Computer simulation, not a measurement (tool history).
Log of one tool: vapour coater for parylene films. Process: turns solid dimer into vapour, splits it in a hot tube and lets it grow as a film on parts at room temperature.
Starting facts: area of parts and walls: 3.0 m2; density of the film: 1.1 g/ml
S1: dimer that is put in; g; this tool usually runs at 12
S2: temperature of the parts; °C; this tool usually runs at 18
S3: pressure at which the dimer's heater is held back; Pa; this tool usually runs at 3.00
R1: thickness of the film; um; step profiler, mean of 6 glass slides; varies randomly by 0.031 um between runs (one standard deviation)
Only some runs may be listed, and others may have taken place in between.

run,hour,S1,S2,S3,R1
1,0.0,12,18,3.00,2.91
2,22.0,12,24,3.00,2.63
3,63.9,12,24,3.00,2.55
4,95.6,12,24,3.00,2.56
5,137.2,12,21,3.00,2.63
6,174.3,12,21,3.00,2.63
7,211.0,12,11,3.00,3.17
8,259.4,12,11,3.00,3.15
9,298.2,12,18,3.00,2.77
10,334.0,12,18,3.00,2.71
11,383.1,12,18,3.00,2.69
12,418.0,12,18,3.00,2.63
13,464.3,12,18,3.00,2.66
14,497.6,12,18,3.00,2.59
15,519.1,12,18,7.12,2.27
16,570.1,12,18,7.12,2.24
17,608.3,12,18,3.00,2.57
# hour 619.3: trap's valve overhauled
18,660.3,12,18,3.00,2.99
19,695.5,12,18,3.00,2.92
20,716.7,12,18,3.68,2.79
21,761.9,12,10,3.68,3.21
22,812.3,12,10,3.68,3.14
23,835.2,7,27,4.10,1.30
24,863.6,7,27,8.11,1.20
# hour 871.6: table's thermometer calibrated
25,893.5,11,12,2.11,3.11
26,940.3,11,12,2.11,3.07
27,971.4,11,12,2.11,3.02
28,1007.0,8,21,4.11,1.65
29,1033.9,8,13,4.11,1.95
30,1078.3,22,13,4.11,5.26
31,1124.4,22,13,4.11,5.21
32,1158.7,5,13,4.11,1.19
33,1190.3,12,16,3.05,2.78
34,1218.3,12,18,4.72,2.52
35,1248.7,7,11,2.41,1.79
36,1274.5,17,15,2.89,3.96
# hour 1309.7: trap's valve overhauled
37,1325.1,22,13,5.90,5.45
38,1350.9,16,27,3.10,3.35
39,1377.3,16,27,3.10,3.38
40,1415.4,15,10,5.08,3.87
41,1452.9,15,10,5.08,3.88
42,1498.5,7,10,2.73,2.03
43,1538.0,17,24,4.73,3.35
44,1579.1,17,15,9.60,3.50

Branching from run 44: 3 alternative next runs. What would each branch give?
A,1604.5,5,13,11.04,?
B,1604.5,17,11,2.05,?
C,1604.5,12,18,5.47,?

run,R1
A,1.06
B,4.77
C,2.60
Had the tool no hidden state, the same runs would have come out as:
run,R1
A,1.14
B,5.09
C,2.79
